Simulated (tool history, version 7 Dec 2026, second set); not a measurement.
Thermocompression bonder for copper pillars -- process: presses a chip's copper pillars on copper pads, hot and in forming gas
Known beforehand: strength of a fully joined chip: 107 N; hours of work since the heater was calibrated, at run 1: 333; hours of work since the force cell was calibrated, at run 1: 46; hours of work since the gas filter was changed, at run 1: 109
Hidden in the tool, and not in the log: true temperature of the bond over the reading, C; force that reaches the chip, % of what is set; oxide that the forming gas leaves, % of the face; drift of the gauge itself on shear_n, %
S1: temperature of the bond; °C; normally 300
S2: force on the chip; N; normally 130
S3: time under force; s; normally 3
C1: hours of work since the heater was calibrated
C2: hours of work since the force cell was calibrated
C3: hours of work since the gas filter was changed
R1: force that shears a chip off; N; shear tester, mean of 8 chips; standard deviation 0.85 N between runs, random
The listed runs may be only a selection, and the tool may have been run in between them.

run	hour	S1	S2	S3	C1	C2	C3	R1
1	0	300	130	3	333	46	109	70
# hour 5.2: forming gas filter changed
2	55.8	283	130	3	358	71	23	60.1
3	113.2	300	130	3	385	97	49	68.6
4	167.3	300	130	3	409	122	74	69
5	217.4	300	130	3	432	145	97	67.6
# hour 248.3: forming gas filter changed
6	265.5	300	130	3	454	166	8	68.5
7	317.8	300	130	3	478	190	32	69.6
8	360.5	300	130	3	497	209	51	67.4
9	403.2	300	130	3	516	229	70	68.1
10	449.2	300	130	3	537	250	91	67.5
# hour 492.2: forming gas filter changed
11	498.8	300	130	4	560	272	3	74.9
12	551.4	300	130	4	584	296	27	74.9
13	584.2	300	130	3	599	311	42	67.5
14	614.9	300	130	3	613	325	56	68.7
15	639	300	130	3	624	336	67	70.4
16	666.5	300	130	3	636	349	79	68.9
# hour 675.4: heater calibrated with a thermocouple chip
17	710.5	300	130	3	16	368	98	68
# hour 738.5: forming gas filter changed
18	766.3	300	130	3	41	393	13	68.3
19	823.1	300	130	2	67	419	38	61.2
20	851.5	300	130	2	80	432	51	60.6
21	889.1	300	130	2	97	449	69	60.9
22	932	322	155	5	117	468	88	93.6
23	976.5	293	155	9	137	489	108	89.8
# hour 982.2: forming gas filter changed
24	1022.3	318	118	2	157	509	18	68.1
25	1070	280	109	3	179	531	40	53
26	1095.3	309	158	3	191	542	51	80.5
27	1122.1	316	137	3	203	555	64	78.1
28	1179.3	300	105	3	229	581	90	62.2
# hour 1225.2: forming gas filter changed
29	1236.8	282	105	2	255	607	5	45.5
30	1282.6	282	105	2	276	627	26	44
31	1323.4	313	138	2	294	646	45	69.6
32	1379.7	313	138	2	320	672	70	69.1
33	1435.5	313	138	2	345	697	96	70.6
34	1461.7	313	138	2	357	709	108	67.4
# hour 1470.6: forming gas filter changed
35	1486.1	310	130	4	368	720	7	77.6
36	1512.5	276	124	4	380	732	19	57.7
37	1566.3	276	124	4	405	756	44	59
38	1591	277	172	2	416	768	55	54.7

5 options for the next run, each taken on its own from the tool as it stands now. Forecast them:
A	1640.3	280	130	3	438	790	77	?
B	1640.3	295	130	3	438	790	77	?
C	1640.3	275	114	3	438	790	77	?
D	1640.3	323	97	7	438	790	77	?
E	1640.3	289	124	9	438	790	77	?

run	R1
A	57.8
B	65.8
C	48.7
D	88.1
E	79.7
Had the tool no hidden state, the same runs would have come out as:
run	R1
A	58.3
B	66.4
C	49.2
D	88.6
E	80.2

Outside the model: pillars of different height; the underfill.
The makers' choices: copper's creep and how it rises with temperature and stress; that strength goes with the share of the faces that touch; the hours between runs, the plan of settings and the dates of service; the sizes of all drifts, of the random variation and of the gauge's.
